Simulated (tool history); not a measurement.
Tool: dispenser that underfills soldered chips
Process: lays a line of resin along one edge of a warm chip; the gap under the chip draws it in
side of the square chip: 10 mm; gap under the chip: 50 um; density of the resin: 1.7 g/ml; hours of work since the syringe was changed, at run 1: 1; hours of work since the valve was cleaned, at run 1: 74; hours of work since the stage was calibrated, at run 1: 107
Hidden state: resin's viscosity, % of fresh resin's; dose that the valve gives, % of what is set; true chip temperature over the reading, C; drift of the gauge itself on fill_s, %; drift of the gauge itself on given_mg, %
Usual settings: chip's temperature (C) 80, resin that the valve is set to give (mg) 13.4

| run | day | chip's temperature (C) | resin that the valve is set to give (mg) | hours of work since the syringe was changed | hours of work since the valve was cleaned | hours of work since the stage was calibrated | time until the resin shows at the far edge (s) | resin that the valve gave (mg) |
|---|---|---|---|---|---|---|---|---|
| 1 | 0 | 80 | 13.4 | 1 | 74 | 107 | 41.4 | 12.53 |
| 2 | 0.379 | 80 | 13.4 | 6 | 79 | 112 | 48.6 | 12.32 |
|  | 0.588 | new syringe of resin |
| 3 | 0.838 | 80 | 13.4 | 4 | 86 | 119 | 44.4 | 12.36 |
|  | 1.225 | new syringe of resin |
| 4 | 1.254 | 80 | 13.4 | 0 | 92 | 125 | 39.6 | 12.32 |
| 5 | 1.767 | 80 | 13.4 | 8 | 99 | 132 | 50.8 | 12.2 |
|  | 1.862 | new syringe of resin |
| 6 | 2.338 | 80 | 13.4 | 7 | 107 | 140 | 49.4 | 12.21 |
|  | 2.512 | new syringe of resin |
| 7 | 2.708 | 80 | 13.4 | 3 | 112 | 145 | 45.1 | 12.12 |
| 8 | 3.025 | 67 | 13.4 | 7 | 117 | 150 | 81.5 | 12.16 |
|  | 3.146 | new syringe of resin |
|  | 3.292 | dispensing valve cleaned and set on the balance |
| 9 | 3.65 | 67 | 13.4 | 7 | 5 | 158 | 78.3 | 13.31 |
|  | 3.829 | new syringe of resin |
| 10 | 4.233 | 67 | 13.4 | 6 | 13 | 166 | 74.6 | 13.26 |
|  | 4.454 | new syringe of resin |
| 11 | 4.696 | 67 | 13.4 | 3 | 20 | 173 | 67.7 | 13.19 |
|  | 5.092 | new syringe of resin |
| 12 | 5.321 | 69 | 13.4 | 3 | 29 | 182 | 65.9 | 13.07 |
|  | 5.754 | new syringe of resin |
| 13 | 5.896 | 66 | 13.4 | 2 | 37 | 190 | 71 | 12.96 |
|  | 6.404 | new syringe of resin |
| 14 | 6.467 | 80 | 16.6 | 1 | 45 | 198 | 39.6 | 15.92 |
|  | 7.033 | new syringe of resin |
| 15 | 7.058 | 83 | 15.7 | 0 | 53 | 206 | 36.5 | 15.03 |
| 16 | 7.533 | 68 | 13.9 | 7 | 60 | 213 | 75.9 | 13.23 |
|  | 7.671 | new syringe of resin |
| 17 | 8.058 | 68 | 13.9 | 6 | 68 | 220 | 73.4 | 13 |
|  | 8.325 | new syringe of resin |
| 18 | 8.729 | 95 | 15 | 6 | 77 | 230 | 30.8 | 13.95 |
|  | 8.946 | new syringe of resin |
| 19 | 9.354 | 86 | 14 | 6 | 86 | 239 | 40.8 | 13.02 |
|  | 9.571 | new syringe of resin |
| 20 | 9.896 | 68 | 16.8 | 5 | 94 | 246 | 73.2 | 15.41 |
|  | 10.217 | new syringe of resin |
| 21 | 10.579 | 81 | 16.1 | 5 | 103 | 256 | 46.6 | 14.64 |
|  | 10.871 | new syringe of resin |
| 22 | 11.275 | 68 | 14 | 6 | 113 | 266 | 74.3 | 12.69 |
|  | 11.525 | new syringe of resin |
|  | 11.796 | dispensing valve cleaned and set on the balance |
| 23 | 11.825 | 70 | 15.7 | 4 | 0 | 273 | 63.8 | 15.82 |
|  | 12.179 | new syringe of resin |
| 24 | 12.508 | 78 | 16 | 5 | 10 | 283 | 49.6 | 15.77 |
|  | 12.817 | new syringe of resin |
| 25 | 12.925 | 93 | 15.5 | 2 | 16 | 289 | 27.7 | 15.37 |
|  | 13.467 | new syringe of resin |
| 26 | 13.571 | 93 | 15.5 | 1 | 25 | 298 | 28.3 | 15.18 |
| 27 | 14.05 | 75 | 12.5 | 8 | 32 | 305 | 64.8 | 11.93 |
|  | 14.108 | new syringe of resin |
|  | 14.717 | new syringe of resin |
| 28 | 14.717 | 70 | 16.7 | 0 | 41 | 314 | 58.7 | 16.04 |

Some steps in time until the resin shows at the far edge (s) between neighbouring runs. How much of each would the tool show without its hidden state too (settings, what came in, random variation), and how much is left for the hidden state, with any gauge scatter that isn't in both results?
Run 15 -> 16: chip's temperature (C) 83 -> 68, resin that the valve is set to give (mg) 15.7 -> 13.9. time until the resin shows at the far edge (s) +39.4: hidden state +16.4, all else +23.
Run 17 -> 18: chip's temperature (C) 68 -> 95, resin that the valve is set to give (mg) 13.9 -> 15, new syringe of resin. time until the resin shows at the far edge (s) -42.6: hidden state -8.8, all else -33.8.
Run 26 -> 27: chip's temperature (C) 93 -> 75, resin that the valve is set to give (mg) 15.5 -> 12.5. time until the resin shows at the far edge (s) +36.5: hidden state +16, all else +20.5.
